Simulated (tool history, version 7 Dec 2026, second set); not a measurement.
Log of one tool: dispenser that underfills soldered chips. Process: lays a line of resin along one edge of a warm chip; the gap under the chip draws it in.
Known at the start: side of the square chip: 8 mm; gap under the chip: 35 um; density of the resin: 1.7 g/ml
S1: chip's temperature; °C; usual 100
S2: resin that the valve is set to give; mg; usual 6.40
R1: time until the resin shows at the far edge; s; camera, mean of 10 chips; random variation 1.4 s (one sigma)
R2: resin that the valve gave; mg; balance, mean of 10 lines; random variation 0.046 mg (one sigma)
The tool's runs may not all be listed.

| run | hour | S1 | S2 | R1 | R2 |
|---|---|---|---|---|---|
| 1 | 0.0 | 100 | 6.40 | 230.1 | 6.37 |
| 2 | 2.7 | 100 | 5.78 | 258.5 | 5.63 |
|  | 3.4 | new syringe of resin |
| 3 | 7.0 | 100 | 6.40 | 155.8 | 6.31 |
| 4 | 12.3 | 100 | 6.40 | 188.1 | 6.30 |
| 5 | 17.1 | 100 | 6.40 | 223.4 | 6.36 |
| 6 | 21.1 | 100 | 6.40 | 251.7 | 6.39 |
|  | 22.2 | new syringe of resin |
| 7 | 24.0 | 100 | 6.40 | 146.4 | 6.28 |
| 8 | 29.7 | 105 | 6.40 | 152.5 | 6.24 |
| 9 | 34.9 | 100 | 5.72 | 218.4 | 5.68 |
| 10 | 39.4 | 100 | 6.40 | 251.9 | 6.31 |
|  | 41.0 | new syringe of resin |
| 11 | 44.6 | 100 | 5.82 | 158.5 | 5.74 |
| 12 | 49.4 | 96 | 6.40 | 202.7 | 6.26 |
| 13 | 52.3 | 100 | 5.79 | 204.2 | 5.62 |
| 14 | 56.3 | 100 | 5.79 | 237.4 | 5.71 |
|  | 59.5 | new syringe of resin |
| 15 | 59.5 | 100 | 5.79 | 138.0 | 5.63 |
| 16 | 62.6 | 94 | 5.79 | 182.3 | 5.52 |
| 17 | 66.3 | 104 | 6.16 | 155.9 | 5.96 |
| 18 | 69.4 | 104 | 7.70 | 169.0 | 7.48 |
| 19 | 72.6 | 105 | 6.40 | 189.4 | 6.26 |
| 20 | 76.7 | 105 | 6.40 | 220.4 | 6.22 |
|  | 78.1 | new syringe of resin |
| 21 | 81.1 | 101 | 7.24 | 143.1 | 6.99 |
| 22 | 83.6 | 102 | 5.59 | 160.9 | 5.48 |
| 23 | 86.7 | 97 | 5.74 | 201.5 | 5.55 |
| 24 | 91.9 | 86 | 6.20 | 326.4 | 5.95 |
|  | 96.7 | new syringe of resin |
| 25 | 98.0 | 107 | 6.24 | 119.3 | 6.02 |
| 26 | 103.3 | 109 | 6.44 | 132.2 | 6.15 |
| 27 | 107.7 | 109 | 6.44 | 156.5 | 6.21 |
| 28 | 112.2 | 109 | 6.44 | 181.1 | 6.20 |
|  | 115.4 | new syringe of resin |
| 29 | 116.4 | 93 | 8.26 | 166.1 | 7.83 |
| 30 | 119.0 | 108 | 5.55 | 125.2 | 5.34 |
| 31 | 124.9 | 108 | 5.55 | 156.7 | 5.30 |
| 32 | 128.6 | 108 | 5.55 | 175.9 | 5.30 |

Forecast each of these 5 alternatives for the next run:
| A | 131.8 | 112 | 6.74 | ? | ? |
| B | 131.8 | 87 | 6.40 | ? | ? |
| C | 131.8 | 87 | 6.40 | ? | ? |
| D | 131.8 | 86 | 5.99 | ? | ? |
| E | 131.8 | 113 | 5.71 | ? | ? |

| run | R1 | R2 |
|---|---|---|
| A | 176.4 | 6.41 |
| B | 347.3 | 6.14 |
| C | 346.1 | 6.16 |
| D | 357.9 | 5.75 |
| E | 173.6 | 5.44 |
Without the tool's hidden state the same runs would have given:
| run | R1 | R2 |
|---|---|---|
| A | 100.9 | 6.72 |
| B | 198.6 | 6.43 |
| C | 198.1 | 6.45 |
| D | 204.8 | 6.03 |
| E | 99.0 | 5.70 |
